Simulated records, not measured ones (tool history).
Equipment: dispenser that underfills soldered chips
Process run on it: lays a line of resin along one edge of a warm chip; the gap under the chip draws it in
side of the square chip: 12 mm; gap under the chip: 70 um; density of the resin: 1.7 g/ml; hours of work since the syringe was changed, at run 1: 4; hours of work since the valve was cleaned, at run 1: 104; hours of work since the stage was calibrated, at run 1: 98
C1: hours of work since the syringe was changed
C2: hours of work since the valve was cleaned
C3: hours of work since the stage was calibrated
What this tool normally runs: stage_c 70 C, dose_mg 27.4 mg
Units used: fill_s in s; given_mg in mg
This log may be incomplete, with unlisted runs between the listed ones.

Run 1, hour 0.0: usual settings; C1 4; C2 104; C3 98. Result: fill_s 178.3 s, given_mg 26.00 mg.
At hour 5.3: new syringe of resin.
Run 2, hour 8.8: usual settings; C1 3; C2 111; C3 105. Result: fill_s 162.8 s, given_mg 25.31 mg.
At hour 13.9: dispensing valve cleaned and set on the balance.
At hour 16.8: new syringe of resin.
Run 3, hour 17.6: usual settings but stage_c 80 C; C1 1; C2 3; C3 111. Result: fill_s 89.3 s, given_mg 27.23 mg.
Run 4, hour 25.6: usual settings but stage_c 80 C, dose_mg 26.2 mg; C1 7; C2 9; C3 117. Result: fill_s 124.9 s, given_mg 25.85 mg.
At hour 27.8: new syringe of resin.
Run 5, hour 30.4: usual settings; C1 2; C2 12; C3 121. Result: fill_s 158.7 s, given_mg 26.89 mg.
Run 6, hour 35.6: usual settings; C1 6; C2 17; C3 125. Result: fill_s 196.5 s, given_mg 26.88 mg.
At hour 38.9: new syringe of resin.
Run 7, hour 41.7: usual settings; C1 2; C2 21; C3 129. Result: fill_s 154.2 s, given_mg 27.10 mg.
Run 8, hour 47.3: usual settings but dose_mg 24.7 mg; C1 7; C2 26; C3 134. Result: fill_s 204.1 s, given_mg 24.34 mg.
At hour 49.7: new syringe of resin.
Run 9, hour 52.1: usual settings but dose_mg 24.7 mg; C1 2; C2 29; C3 137. Result: fill_s 158.5 s, given_mg 24.03 mg.
Run 10, hour 56.2: usual settings but dose_mg 24.7 mg; C1 5; C2 32; C3 140. Result: fill_s 186.6 s, given_mg 23.99 mg.
At hour 60.6: new syringe of resin.
Run 11, hour 64.8: usual settings; C1 3; C2 39; C3 147. Result: fill_s 165.2 s, given_mg 26.75 mg.
Run 12, hour 69.3: usual settings; C1 7; C2 42; C3 151. Result: fill_s 200.4 s, given_mg 26.46 mg.
At hour 71.1: new syringe of resin.
Run 13, hour 75.0: usual settings but stage_c 56 C; C1 3; C2 47; C3 155. Result: fill_s 334.7 s, given_mg 26.43 mg.
Run 14, hour 79.7: usual settings; C1 7; C2 50; C3 158. Result: fill_s 202.1 s, given_mg 26.47 mg.
At hour 81.8: new syringe of resin.
Run 15, hour 87.7: usual settings but stage_c 63 C; C1 5; C2 56; C3 164. Result: fill_s 241.4 s, given_mg 26.20 mg.
At hour 92.3: new syringe of resin.
Run 16, hour 94.7: usual settings but stage_c 76 C, dose_mg 30.3 mg; C1 2; C2 62; C3 170. Result: fill_s 112.9 s, given_mg 28.95 mg.
At hour 103.4: new syringe of resin.
Run 17, hour 104.1: usual settings but stage_c 76 C, dose_mg 30.3 mg; C1 1; C2 69; C3 177. Result: fill_s 103.8 s, given_mg 28.66 mg.
Run 18, hour 108.0: usual settings but stage_c 78 C; C1 4; C2 72; C3 180. Result: fill_s 112.3 s, given_mg 26.09 mg.
At hour 114.5: new syringe of resin.
Run 19, hour 117.4: usual settings but stage_c 78 C; C1 2; C2 79; C3 187. Result: fill_s 106.2 s, given_mg 26.04 mg.
At hour 125.7: new syringe of resin.
Run 20, hour 126.7: usual settings but stage_c 78 C; C1 1; C2 86; C3 194. Result: fill_s 97.5 s, given_mg 25.77 mg.
At hour 136.3: new syringe of resin.
Run 21, hour 136.3: usual settings but stage_c 66 C, dose_mg 34.1 mg; C1 0; C2 93; C3 201. Result: fill_s 166.1 s, given_mg 32.02 mg.
Run 22, hour 143.1: usual settings but stage_c 66 C, dose_mg 34.1 mg; C1 5; C2 99; C3 207. Result: fill_s 225.6 s, given_mg 31.78 mg.
At hour 147.1: new syringe of resin.
Run 23, hour 147.7: usual settings but stage_c 83 C, dose_mg 25.6 mg; C1 1; C2 102; C3 210. Result: fill_s 79.1 s, given_mg 23.69 mg.
Run 24, hour 154.0: usual settings but stage_c 57 C, dose_mg 33.9 mg; C1 5; C2 107; C3 215. Result: fill_s 350.3 s, given_mg 31.62 mg.
At hour 157.8: new syringe of resin.
Run 25, hour 161.0: usual settings but dose_mg 24.5 mg; C1 2; C2 112; C3 220. Result: fill_s 157.4 s, given_mg 22.76 mg.
At hour 164.7: dispensing valve cleaned and set on the balance.
Run 26, hour 166.0: usual settings but stage_c 59 C, dose_mg 23.4 mg; C1 6; C2 1; C3 224. Result: fill_s 323.2 s, given_mg 23.37 mg.
At hour 169.7: new syringe of resin.
Run 27, hour 174.6: usual settings but stage_c 59 C, dose_mg 29.4 mg; C1 4; C2 8; C3 230. Result: fill_s 285.7 s, given_mg 29.25 mg.

What if the next run were any one of these 5? Each begins from the tool's condition after run 27:
Run A, hour 178.7: usual settings but stage_c 59 C, dose_mg 26.7 mg; C1 7; C2 11; C3 233. Result: fill_s ?, given_mg ?.
Run B, hour 178.7: usual settings but stage_c 78 C; C1 7; C2 11; C3 233. Result: fill_s ?, given_mg ?.
Run C, hour 178.7: usual settings but stage_c 85 C, dose_mg 24.2 mg; C1 7; C2 11; C3 233. Result: fill_s ?, given_mg ?.
Run D, hour 178.7: usual settings but dose_mg 23.4 mg; C1 7; C2 11; C3 233. Result: fill_s ?, given_mg ?.
Run E, hour 178.7: usual settings but stage_c 83 C, dose_mg 33.0 mg; C1 7; C2 11; C3 233. Result: fill_s ?, given_mg ?.

run  fill_s  given_mg
  A   346.4     26.84
  B   136.9     27.13
  C    99.1     24.17
  D   206.2     23.37
  E   105.4     32.73
With no hidden state in the tool, these same runs would have given:
run  fill_s  given_mg
  A   250.5     26.99
  B    98.3     27.28
  C    70.9     24.31
  D   148.2     23.50
  E    75.6     32.91

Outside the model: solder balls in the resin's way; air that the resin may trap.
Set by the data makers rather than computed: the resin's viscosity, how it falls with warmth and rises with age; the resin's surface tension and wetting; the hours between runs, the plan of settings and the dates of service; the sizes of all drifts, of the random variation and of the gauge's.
